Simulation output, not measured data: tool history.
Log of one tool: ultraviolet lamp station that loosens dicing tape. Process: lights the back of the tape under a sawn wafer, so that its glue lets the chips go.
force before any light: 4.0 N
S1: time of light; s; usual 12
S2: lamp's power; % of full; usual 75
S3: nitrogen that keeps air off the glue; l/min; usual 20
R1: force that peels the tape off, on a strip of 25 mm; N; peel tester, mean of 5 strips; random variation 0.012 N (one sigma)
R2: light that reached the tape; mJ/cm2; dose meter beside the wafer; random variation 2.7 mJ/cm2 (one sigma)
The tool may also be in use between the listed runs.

Run 1, hour 0.0: usual settings. Result: R1 0.928 N, R2 254 mJ/cm2.
Run 2, hour 88.5: usual settings. Result: R1 0.963 N, R2 246 mJ/cm2.
Run 3, hour 182.9: usual settings. Result: R1 0.981 N, R2 241 mJ/cm2.
Run 4, hour 241.3: usual settings but S1 8 s. Result: R1 1.566 N, R2 156 mJ/cm2.
Run 5, hour 330.7: usual settings but S3 11 l/min. Result: R1 1.371 N, R2 232 mJ/cm2.
Run 6, hour 374.4: usual settings but S3 11 l/min. Result: R1 1.342 N, R2 225 mJ/cm2.
Run 7, hour 450.4: usual settings but S3 7 l/min. Result: R1 1.615 N, R2 224 mJ/cm2.
Run 8, hour 542.3: usual settings but S3 7 l/min. Result: R1 1.625 N, R2 213 mJ/cm2.
At hour 565.0: window cleaned of glue's vapour.
Run 9, hour 601.4: usual settings but S2 88 % of full, S3 7 l/min. Result: R1 1.281 N, R2 279 mJ/cm2.
Run 10, hour 660.9: usual settings but S3 22 l/min. Result: R1 0.999 N, R2 237 mJ/cm2.
Run 11, hour 722.0: usual settings but S3 22 l/min. Result: R1 0.968 N, R2 233 mJ/cm2.
At hour 784.8: lamp changed.
Run 12, hour 807.5: usual settings but S3 22 l/min. Result: R1 0.560 N, R2 345 mJ/cm2.
Run 13, hour 858.9: usual settings but S3 22 l/min. Result: R1 0.554 N, R2 344 mJ/cm2.
Run 14, hour 938.7: usual settings but S3 22 l/min. Result: R1 0.589 N, R2 334 mJ/cm2.
Run 15, hour 1021.2: usual settings but S3 22 l/min. Result: R1 0.625 N, R2 334 mJ/cm2.
Run 16, hour 1070.2: usual settings but S2 68 % of full. Result: R1 0.744 N, R2 298 mJ/cm2.
Run 17, hour 1128.4: usual settings. Result: R1 0.677 N, R2 319 mJ/cm2.
Run 18, hour 1191.1: usual settings. Result: R1 0.673 N, R2 317 mJ/cm2.
Run 19, hour 1266.1: usual settings. Result: R1 0.734 N, R2 305 mJ/cm2.
Run 20, hour 1309.5: usual settings but S2 90 % of full. Result: R1 0.536 N, R2 366 mJ/cm2.
Run 21, hour 1400.0: usual settings. Result: R1 0.736 N, R2 297 mJ/cm2.
Run 22, hour 1452.7: usual settings. Result: R1 0.764 N, R2 291 mJ/cm2.
Run 23, hour 1501.7: usual settings. Result: R1 0.766 N, R2 286 mJ/cm2.
At hour 1525.6: window cleaned of glue's vapour.
Run 24, hour 1546.4: usual settings but S1 7 s, S2 70 % of full, S3 25 l/min. Result: R1 1.312 N, R2 179 mJ/cm2.
Run 25, hour 1605.3: usual settings but S2 63 % of full. Result: R1 0.875 N, R2 268 mJ/cm2.
Run 26, hour 1700.9: usual settings but S2 63 % of full. Result: R1 0.895 N, R2 261 mJ/cm2.
Run 27, hour 1769.5: usual settings but S2 63 % of full. Result: R1 0.914 N, R2 257 mJ/cm2.
Run 28, hour 1840.5: usual settings but S1 9 s, S3 27 l/min. Result: R1 0.962 N, R2 225 mJ/cm2.
Run 29, hour 1926.6: usual settings but S1 20 s, S2 94 % of full, S3 21 l/min. Result: R1 0.241 N, R2 605 mJ/cm2.
Run 30, hour 2004.5: usual settings but S1 20 s, S2 70 % of full. Result: R1 0.403 N, R2 441 mJ/cm2.
Run 31, hour 2076.9: usual settings but S2 80 % of full, S3 26 l/min. Result: R1 0.650 N, R2 296 mJ/cm2.
Run 32, hour 2146.8: usual settings but S2 65 % of full, S3 31 l/min. Result: R1 0.859 N, R2 237 mJ/cm2.
Run 33, hour 2240.0: usual settings but S1 7 s. Result: R1 1.556 N, R2 155 mJ/cm2.
Run 34, hour 2295.9: usual settings but S1 7 s, S2 65 % of full, S3 34 l/min. Result: R1 1.593 N, R2 135 mJ/cm2.
Run 35, hour 2345.2: usual settings but S3 17 l/min. Result: R1 1.004 N, R2 260 mJ/cm2.
Run 36, hour 2443.4: usual settings but S1 11 s, S2 96 % of full, S3 17 l/min. Result: R1 0.813 N, R2 297 mJ/cm2.
At hour 2486.8: window cleaned of glue's vapour.
Run 37, hour 2528.3: usual settings but S1 11 s, S2 96 % of full, S3 17 l/min. Result: R1 0.699 N, R2 321 mJ/cm2.
Run 38, hour 2628.7: usual settings but S1 9 s, S2 85 % of full, S3 12 l/min. Result: R1 1.296 N, R2 230 mJ/cm2.
Run 39, hour 2718.8: usual settings but S1 20 s, S2 98 % of full, S3 12 l/min. Result: R1 0.362 N, R2 572 mJ/cm2.
Run 40, hour 2811.0: usual settings but S1 10 s, S2 97 % of full. Result: R1 0.800 N, R2 277 mJ/cm2.
Run 41, hour 2903.3: usual settings but S1 10 s, S2 97 % of full. Result: R1 0.851 N, R2 264 mJ/cm2.
Run 42, hour 2946.9: usual settings but S1 16 s, S2 89 % of full, S3 28 l/min. Result: R1 0.410 N, R2 383 mJ/cm2.
Run 43, hour 3037.9: usual settings but S1 9 s, S2 84 % of full, S3 13 l/min. Result: R1 1.503 N, R2 199 mJ/cm2.

Forecast each of these 4 alternatives for the next run:
Run A, hour 3137.5: usual settings but S1 11 s, S2 73 % of full, S3 16 l/min. Result: R1 ?, R2 ?.
Run B, hour 3137.5: usual settings but S1 8 s, S2 84 % of full, S3 13 l/min. Result: R1 ?, R2 ?.
Run C, hour 3137.5: usual settings but S1 18 s, S2 80 % of full, S3 13 l/min. Result: R1 ?, R2 ?.
Run D, hour 3137.5: usual settings but S2 72 % of full, S3 17 l/min. Result: R1 ?, R2 ?.

run     R1   R2
  A  1.312  204
  B  1.678  170
  C  0.684  366
  D  1.175  222
Without the tool's hidden state the same runs would have given:
run     R1   R2
  A  0.738  322
  B  1.046  270
  C  0.339  577
  D  0.638  350
